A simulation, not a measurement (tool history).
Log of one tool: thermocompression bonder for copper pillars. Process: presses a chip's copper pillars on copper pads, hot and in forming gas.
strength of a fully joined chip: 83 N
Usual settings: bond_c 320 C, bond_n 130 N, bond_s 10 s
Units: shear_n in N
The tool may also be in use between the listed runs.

run,hour,bond_c,bond_n,bond_s,shear_n
1,0.0,320,130,10,43.3
2,8.5,320,130,10,44.1
3,16.8,320,109,10,36.5
4,31.2,320,109,10,36.0
5,40.1,320,130,10,44.0
6,49.5,320,130,10,44.3
7,59.9,320,130,10,43.6
8,66.5,320,130,10,43.7
9,73.8,320,130,10,44.1
10,82.3,320,130,10,43.4
11,89.4,305,130,10,38.2
12,100.7,329,111,25,52.8
13,107.6,314,90,27,40.6
# hour 114.4: forming gas filter changed
14,120.2,320,85,23,38.0

Run 15 comes next. What will it give?
15,134.8,337,130,10,?

Run 15 gave shear_n 49.2 N.
Without the tool's hidden state the same run would have given shear_n 49.4 N.
